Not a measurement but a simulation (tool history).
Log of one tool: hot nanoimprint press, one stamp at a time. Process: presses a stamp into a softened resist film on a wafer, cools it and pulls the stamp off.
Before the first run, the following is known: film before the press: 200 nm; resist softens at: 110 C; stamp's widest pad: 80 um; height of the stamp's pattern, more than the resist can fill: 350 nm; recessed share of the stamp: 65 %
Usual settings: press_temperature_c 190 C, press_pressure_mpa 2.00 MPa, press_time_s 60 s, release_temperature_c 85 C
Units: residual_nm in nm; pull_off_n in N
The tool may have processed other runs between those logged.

{"run": 1, "hour": 0.0, "press_temperature_c": 190, "press_pressure_mpa": 2.0, "press_time_s": 60, "release_temperature_c": 85, "residual_nm": 115.4, "pull_off_n": 95}
{"run": 2, "hour": 13.6, "press_temperature_c": 190, "press_pressure_mpa": 2.0, "press_time_s": 114, "release_temperature_c": 85, "residual_nm": 91.5, "pull_off_n": 94}
{"run": 3, "hour": 35.5, "press_temperature_c": 190, "press_pressure_mpa": 2.0, "press_time_s": 60, "release_temperature_c": 85, "residual_nm": 114.9, "pull_off_n": 93}
{"run": 4, "hour": 48.3, "press_temperature_c": 190, "press_pressure_mpa": 2.0, "press_time_s": 60, "release_temperature_c": 85, "residual_nm": 115.2, "pull_off_n": 94}
{"run": 5, "hour": 67.1, "press_temperature_c": 190, "press_pressure_mpa": 2.0, "press_time_s": 60, "release_temperature_c": 85, "residual_nm": 116.0, "pull_off_n": 95}
{"run": 6, "hour": 88.6, "press_temperature_c": 186, "press_pressure_mpa": 1.27, "press_time_s": 39, "release_temperature_c": 75, "residual_nm": 163.9, "pull_off_n": 124}
{"run": 7, "hour": 104.0, "press_temperature_c": 186, "press_pressure_mpa": 1.27, "press_time_s": 39, "release_temperature_c": 75, "residual_nm": 164.1, "pull_off_n": 124}
{"run": 8, "hour": 116.2, "press_temperature_c": 201, "press_pressure_mpa": 1.37, "press_time_s": 68, "release_temperature_c": 73, "residual_nm": 82.7, "pull_off_n": 130}
{"run": 9, "hour": 125.3, "press_temperature_c": 201, "press_pressure_mpa": 1.37, "press_time_s": 68, "release_temperature_c": 73, "residual_nm": 82.6, "pull_off_n": 131}
{"run": 10, "hour": 144.5, "press_temperature_c": 183, "press_pressure_mpa": 2.71, "press_time_s": 60, "release_temperature_c": 72, "residual_nm": 134.9, "pull_off_n": 132}

4 options for the next run, each taken on its own from the tool as it stands now. Forecast them:
{"run": "A", "hour": 165.1, "press_temperature_c": 190, "press_pressure_mpa": 2.0, "press_time_s": 97, "release_temperature_c": 74, "residual_nm": "?", "pull_off_n": "?"}
{"run": "B", "hour": 165.1, "press_temperature_c": 198, "press_pressure_mpa": 2.67, "press_time_s": 60, "release_temperature_c": 89, "residual_nm": "?", "pull_off_n": "?"}
{"run": "C", "hour": 165.1, "press_temperature_c": 190, "press_pressure_mpa": 2.0, "press_time_s": 60, "release_temperature_c": 88, "residual_nm": "?", "pull_off_n": "?"}
{"run": "D", "hour": 165.1, "press_temperature_c": 185, "press_pressure_mpa": 1.62, "press_time_s": 86, "release_temperature_c": 72, "residual_nm": "?", "pull_off_n": "?"}

run=A residual_nm=97.4 pull_off_n=126
run=B residual_nm=73.0 pull_off_n=86
run=C residual_nm=115.6 pull_off_n=87
run=D residual_nm=133.4 pull_off_n=129
Without the tool's unlogged condition, the same runs would have read:
run=A residual_nm=97.5 pull_off_n=126
run=B residual_nm=73.0 pull_off_n=86
run=C residual_nm=115.6 pull_off_n=87
run=D residual_nm=133.5 pull_off_n=128

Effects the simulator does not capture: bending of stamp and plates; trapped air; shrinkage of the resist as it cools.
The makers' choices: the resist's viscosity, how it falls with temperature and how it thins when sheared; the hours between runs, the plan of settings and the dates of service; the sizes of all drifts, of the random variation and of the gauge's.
